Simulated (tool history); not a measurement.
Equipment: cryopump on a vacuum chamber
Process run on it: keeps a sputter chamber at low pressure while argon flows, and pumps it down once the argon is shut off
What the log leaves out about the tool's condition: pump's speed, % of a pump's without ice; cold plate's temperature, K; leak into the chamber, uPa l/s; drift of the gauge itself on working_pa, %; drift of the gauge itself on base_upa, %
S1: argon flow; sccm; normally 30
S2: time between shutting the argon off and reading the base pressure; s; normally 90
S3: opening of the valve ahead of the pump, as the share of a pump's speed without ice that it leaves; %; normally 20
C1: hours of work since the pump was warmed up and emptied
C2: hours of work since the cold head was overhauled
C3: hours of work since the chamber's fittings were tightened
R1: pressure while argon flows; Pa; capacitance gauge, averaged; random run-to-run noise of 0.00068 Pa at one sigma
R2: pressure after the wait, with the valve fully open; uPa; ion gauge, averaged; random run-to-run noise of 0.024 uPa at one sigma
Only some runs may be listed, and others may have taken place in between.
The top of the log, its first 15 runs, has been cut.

run,hour,S1,S2,S3,C1,C2,C3,R1,R2
16,993.7,30,90,20,844,844,374,0.1226,1.17
17,1049.7,30,90,20,878,878,407,0.1229,1.19
18,1139.1,30,90,20,931,931,461,0.1233,1.21
19,1206.0,30,90,20,971,971,500,0.1242,1.24
20,1250.4,32,91,48,998,998,527,0.0609,1.26
21,1338.3,32,91,48,1050,1050,579,0.0618,1.29
22,1401.8,36,56,20,1088,1088,617,0.1519,1.71
# hour 1421.3: pump warmed up, emptied and cooled again
23,1481.3,27,30,32,36,1132,662,0.0650,2.69
24,1535.7,27,30,32,68,1165,694,0.0659,2.70
25,1584.2,36,90,52,97,1194,723,0.0543,1.18
26,1644.6,30,20,20,133,1230,759,0.1179,3.81
27,1697.2,14,52,20,165,1261,791,0.0543,1.83
28,1736.1,19,156,20,188,1284,814,0.0734,0.93
29,1805.1,19,156,20,229,1325,855,0.0745,0.95
30,1891.8,29,90,20,281,1377,907,0.1137,1.32
31,1939.6,25,43,16,309,1406,935,0.1224,2.17
32,1986.8,25,43,16,337,1434,963,0.1235,2.16
33,2076.2,19,43,49,391,1487,1017,0.0311,2.14
34,2159.2,19,43,49,440,1537,1066,0.0322,2.18
35,2232.5,30,191,34,484,1580,1110,0.0723,1.09

Alternative continuations, all from the tool just after run 35; predict every row:
A,2284.3,18,90,20,515,1611,1141,?,?
B,2284.3,15,46,52,515,1611,1141,?,?
C,2284.3,30,37,34,515,1611,1141,?,?

run,R1,R2
A,0.0714,1.44
B,0.0238,2.17
C,0.0709,2.56
With no hidden state in the tool, these same runs would have given:
run,R1,R2
A,0.0687,0.90
B,0.0216,1.63
C,0.0665,2.01
